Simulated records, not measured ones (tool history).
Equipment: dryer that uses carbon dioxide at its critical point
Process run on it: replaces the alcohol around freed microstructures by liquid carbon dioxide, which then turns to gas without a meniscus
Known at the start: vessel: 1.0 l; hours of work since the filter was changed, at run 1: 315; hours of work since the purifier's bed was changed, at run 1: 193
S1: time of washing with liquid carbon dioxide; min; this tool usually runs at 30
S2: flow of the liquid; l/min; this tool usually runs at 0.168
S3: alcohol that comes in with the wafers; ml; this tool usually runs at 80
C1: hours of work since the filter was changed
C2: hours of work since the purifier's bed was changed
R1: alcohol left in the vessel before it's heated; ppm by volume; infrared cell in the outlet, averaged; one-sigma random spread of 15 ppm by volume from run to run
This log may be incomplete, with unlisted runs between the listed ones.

run   hour  S1     S2  S3   C1   C2    R1
  1    0.0  30  0.168  80  315  193  1799
  2   33.0  30  0.278  80  335  212   211
  3   61.0  30  0.278  80  351  229   211
  4   83.1  30  0.278  80  364  242   229
      92.4  -- inlet filter changed
  5  110.2  21  0.168  80   11  257  3785
  6  133.1  21  0.168  80   24  271  3831
  7  157.3  38  0.168  39   38  285   201
  8  185.1  38  0.168  40   55  302   213
  9  210.5  21  0.120  80   70  317  9009
 10  236.2  21  0.120  80   85  332  9396
 11  257.9  20  0.102  47   98  344  8208

Hidden state at the last listed run before each entry between runs and at the first one after, where it differs:
Run 4 -> run 5: inlet filter changed (hour 92.4)
  flow that reaches the vessel past the clogged filter, %: 84.2 -> 99.4; alcohol in the recycled carbon dioxide, ppm: 34.8 -> 36.7
  measured minus no-state result, R1: +160 -> +105 ppm by volume
